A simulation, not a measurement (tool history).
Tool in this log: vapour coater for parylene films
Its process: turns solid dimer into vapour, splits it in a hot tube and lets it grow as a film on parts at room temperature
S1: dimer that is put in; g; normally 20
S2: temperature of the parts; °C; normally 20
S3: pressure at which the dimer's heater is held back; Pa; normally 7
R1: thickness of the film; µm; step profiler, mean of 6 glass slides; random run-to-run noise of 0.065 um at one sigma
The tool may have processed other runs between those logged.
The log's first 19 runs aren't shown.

| run | hour | S1 | S2 | S3 | R1 |
|---|---|---|---|---|---|
| 20 | 397.8 | 20 | 20 | 6.72 | 15.35 |
| 21 | 423.3 | 20 | 20 | 7.54 | 15.01 |
| 22 | 449.6 | 20 | 20 | 2.12 | 18.3 |
| 23 | 461.9 | 20 | 20 | 2.12 | 18.31 |
| 24 | 484.3 | 20 | 20 | 2.12 | 18.4 |
| 25 | 503.7 | 20 | 20 | 2.12 | 18.3 |
| 26 | 525.1 | 12 | 13 | 9.16 | 11.91 |
| 27 | 547.2 | 35 | 18 | 2.14 | 34.72 |
| 28 | 574.7 | 11 | 17 | 2.77 | 10.94 |
|  | 599.9 | trap's valve overhauled |
| 29 | 603.5 | 11 | 17 | 2.77 | 10.93 |
| 30 | 632.3 | 9 | 20 | 7 | 6.86 |
| 31 | 655.6 | 20 | 14 | 7 | 19.51 |

The next listed run, before its measurement:
| 32 | 675.7 | 20 | 14 | 7 | ? |

Run 32 produced R1 19.63 µm.
With no hidden state in the tool, this same run would have given R1 20.02 µm.

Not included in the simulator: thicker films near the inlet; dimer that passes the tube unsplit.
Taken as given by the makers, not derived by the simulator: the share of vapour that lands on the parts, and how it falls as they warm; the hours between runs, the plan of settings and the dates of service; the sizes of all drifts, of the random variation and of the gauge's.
